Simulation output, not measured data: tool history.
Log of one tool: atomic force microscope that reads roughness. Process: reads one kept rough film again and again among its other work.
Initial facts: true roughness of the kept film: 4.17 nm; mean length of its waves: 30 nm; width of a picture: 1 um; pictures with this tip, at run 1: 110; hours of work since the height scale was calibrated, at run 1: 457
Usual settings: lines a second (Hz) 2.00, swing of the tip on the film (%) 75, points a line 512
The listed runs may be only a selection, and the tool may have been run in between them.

run   hour  lines a second (Hz)  swing of the tip on the film (%)  points a line  pictures with this tip  hours of work since the height scale was calibrated  roughness of the kept film (nm (root mean square))
  1    0.0                 2.00                                75            512                     110                                                  457                                               3.117
  2    8.6                 2.00                                57            512                     123                                                  463                                               3.385
  3   21.0                 2.00                                90            512                     141                                                  470                                               2.752
  4   31.5                 2.00                                90            512                     156                                                  477                                               2.700
  5   51.4                 2.00                                90            512                     186                                                  489                                               2.662
  6   62.0                 2.00                                76            512                     201                                                  496                                               2.978
  7   79.6                 0.76                                75            512                     227                                                  506                                               3.155
  8   91.2                 1.26                                75            512                     244                                                  513                                               3.062
  9  100.6                 1.26                                75            512                     258                                                  519                                               3.037
 10  111.0                 1.26                                75            512                     273                                                  526                                               3.016
     121.6  -- new tip fitted
 11  131.5                 2.94                                75            512                      15                                                  538                                               3.158
 12  151.1                 2.94                                75            512                      43                                                  550                                               3.112
 13  163.8                 2.94                                75            512                      62                                                  558                                               3.076
 14  178.1                 2.94                                75            512                      83                                                  567                                               3.020
 15  193.0                 2.94                                75            512                     105                                                  576                                               2.988
 16  211.6                 2.00                                75            512                     132                                                  588                                               3.106
 17  220.4                 2.00                                75            512                     145                                                  593                                               3.100
 18  233.1                 2.00                                75            930                     164                                                  601                                               3.077
 19  242.3                 2.00                                75            930                     177                                                  606                                               3.059
 20  256.9                 3.21                                57            381                     199                                                  616                                               3.174
 21  273.7                 3.99                                80            490                     223                                                  626                                               2.508
 22  291.9                 0.66                                81            664                     250                                                  637                                               3.107
 23  300.3                 2.00                                67            512                     262                                                  642                                               3.022
 24  311.0                 2.00                                75            425                     278                                                  649                                               2.892
     313.9  -- height scale calibrated on a step standard
     319.0  -- new tip fitted
 25  321.7                 0.58                                63            528                       4                                                    5                                               3.723
 26  338.2                 0.59                                63            528                      28                                                   15                                               3.661
 27  353.1                 3.84                                68            858                      50                                                   24                                               3.154
 28  370.0                 2.13                                67            858                      75                                                   34                                               3.327
 29  381.0                 1.09                                75            512                      91                                                   41                                               3.372
 30  392.6                 0.97                                56            591                     108                                                   48                                               3.512
 31  404.5                 1.97                                56            880                     125                                                   56                                               3.389
 32  418.5                 1.97                                56            880                     146                                                   64                                               3.320
     430.4  -- height scale calibrated on a step standard, once more
 33  437.0                 0.84                                75            561                     172                                                    4                                               3.257
 34  455.3                 0.84                                75            561                     199                                                   15                                               3.208
 35  468.3                 0.84                                75            561                     218                                                   23                                               3.193
 36  485.3                 0.91                                90            512                     243                                                   34                                               2.976
 37  499.4                 0.66                                64            464                     263                                                   43                                               3.199

Forecast each of these 4 alternatives for the next run:
  A  514.1                 0.71                                82            459                     285                                                   52                                                   ?
  B  514.1                 0.66                                64            859                     285                                                   52                                                   ?
  C  514.1                 2.37                                58            935                     285                                                   52                                                   ?
  D  514.1                 2.93                                64            297                     285                                                   52                                                   ?

run  roughness of the kept film (nm (root mean square))
  A                                               3.037
  B                                               3.195
  C                                               3.114
  D                                               2.928
With the hidden condition removed and each run's random variation left untouched, the same runs would have given:
run  roughness of the kept film (nm (root mean square))
  A                                               3.556
  B                                               3.742
  C                                               3.647
  D                                               3.428
